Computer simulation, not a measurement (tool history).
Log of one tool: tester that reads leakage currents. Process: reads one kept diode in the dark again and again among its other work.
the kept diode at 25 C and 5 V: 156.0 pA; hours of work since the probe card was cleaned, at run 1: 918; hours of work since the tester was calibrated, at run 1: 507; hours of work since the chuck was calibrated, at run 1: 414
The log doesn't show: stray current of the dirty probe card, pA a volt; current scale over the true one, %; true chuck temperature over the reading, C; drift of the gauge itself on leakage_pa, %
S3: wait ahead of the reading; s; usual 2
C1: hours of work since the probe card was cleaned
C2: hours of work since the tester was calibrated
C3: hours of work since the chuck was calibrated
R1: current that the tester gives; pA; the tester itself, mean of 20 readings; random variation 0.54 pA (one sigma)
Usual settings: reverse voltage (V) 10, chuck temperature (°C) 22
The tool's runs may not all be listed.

run 1 day=0 | reverse_voltage_(V)=10 chuck_temperature_(°C)=22 S3=2 | C1=918 C2=507 C3=414 | R1=177.2
run 2 day=2.942 | reverse_voltage_(V)=10 chuck_temperature_(°C)=30 S3=2 | C1=971 C2=559 C3=466 | R1=360.81
run 3 day=6.233 | reverse_voltage_(V)=10 chuck_temperature_(°C)=22 S3=0.78 | C1=1029 C2=617 C3=525 | R1=176.52
run 4 day=8.971 | reverse_voltage_(V)=5.6 chuck_temperature_(°C)=22 S3=2 | C1=1077 C2=666 C3=573 | R1=121.76
run 5 day=12.108 | reverse_voltage_(V)=5.6 chuck_temperature_(°C)=22 S3=2 | C1=1133 C2=721 C3=629 | R1=121.56
run 6 day=13.792 | reverse_voltage_(V)=10 chuck_temperature_(°C)=22 S3=0.53 | C1=1163 C2=751 C3=659 | R1=176.25
run 7 day=15.308 | reverse_voltage_(V)=10 chuck_temperature_(°C)=22 S3=0.53 | C1=1190 C2=778 C3=686 | R1=175.38
run 8 day=17.733 | reverse_voltage_(V)=10 chuck_temperature_(°C)=35 S3=0.53 | C1=1233 C2=821 C3=729 | R1=547.58
run 9 day=20.1 | reverse_voltage_(V)=10 chuck_temperature_(°C)=31 S3=2 | C1=1275 C2=863 C3=771 | R1=383.76
run 10 day=22.296 | reverse_voltage_(V)=10 chuck_temperature_(°C)=31 S3=2 | C1=1314 C2=902 C3=810 | R1=381.16
run 11 day=25.55 | reverse_voltage_(V)=10 chuck_temperature_(°C)=31 S3=2 | C1=1371 C2=960 C3=867 | R1=381.08
run 12 day=27.779 | reverse_voltage_(V)=10 chuck_temperature_(°C)=31 S3=2 | C1=1411 C2=999 C3=907 | R1=378.92
run 13 day=29.917 | reverse_voltage_(V)=1.4 chuck_temperature_(°C)=31 S3=0.81 | C1=1449 C2=1037 C3=945 | R1=115.06
run 14 day=31.562 | reverse_voltage_(V)=1.4 chuck_temperature_(°C)=31 S3=0.81 | C1=1478 C2=1066 C3=974 | R1=115.13
run 15 day=34.183 | reverse_voltage_(V)=1.4 chuck_temperature_(°C)=31 S3=0.81 | C1=1525 C2=1113 C3=1020 | R1=113.92
run 16 day=36.067 | reverse_voltage_(V)=9.8 chuck_temperature_(°C)=20 S3=1.68 | C1=1558 C2=1146 C3=1054 | R1=140.8
run 17 day=39.092 | reverse_voltage_(V)=9.8 chuck_temperature_(°C)=20 S3=1.68 | C1=1612 C2=1200 C3=1107 | R1=141.59
run 18 day=40.662 | reverse_voltage_(V)=13.1 chuck_temperature_(°C)=20 S3=1.95 | C1=1639 C2=1228 C3=1135 | R1=168.94
run 19 day=43.917 | reverse_voltage_(V)=13.1 chuck_temperature_(°C)=20 S3=1.95 | C1=1697 C2=1285 C3=1193 | R1=170.07
run 20 day=46.183 | reverse_voltage_(V)=13.1 chuck_temperature_(°C)=20 S3=1.95 | C1=1737 C2=1326 C3=1233 | R1=169.46
run 21 day=47.721 | reverse_voltage_(V)=13.1 chuck_temperature_(°C)=20 S3=1.95 | C1=1765 C2=1353 C3=1261 | R1=169.1
run 22 day=51.117 | reverse_voltage_(V)=10 chuck_temperature_(°C)=31 S3=1.45 | C1=1825 C2=1413 C3=1321 | R1=365.6

Forecast each of these 4 alternatives for the next run:
run A day=53.442 | reverse_voltage_(V)=10 chuck_temperature_(°C)=27 S3=7.96 | C1=1866 C2=1454 C3=1362 | R1=?
run B day=53.442 | reverse_voltage_(V)=4.2 chuck_temperature_(°C)=39 S3=0.41 | C1=1866 C2=1454 C3=1362 | R1=?
run C day=53.442 | reverse_voltage_(V)=4.2 chuck_temperature_(°C)=22 S3=1.96 | C1=1866 C2=1454 C3=1362 | R1=?
run D day=53.442 | reverse_voltage_(V)=12.3 chuck_temperature_(°C)=21 S3=4.24 | C1=1866 C2=1454 C3=1362 | R1=?

run=A R1=257.8
run=B R1=427.29
run=C R1=96.52
run=D R1=175.5
Without the tool's hidden state the same runs would have given:
run=A R1=284.93
run=B R1=494.7
run=C R1=106.22
run=D R1=182.37
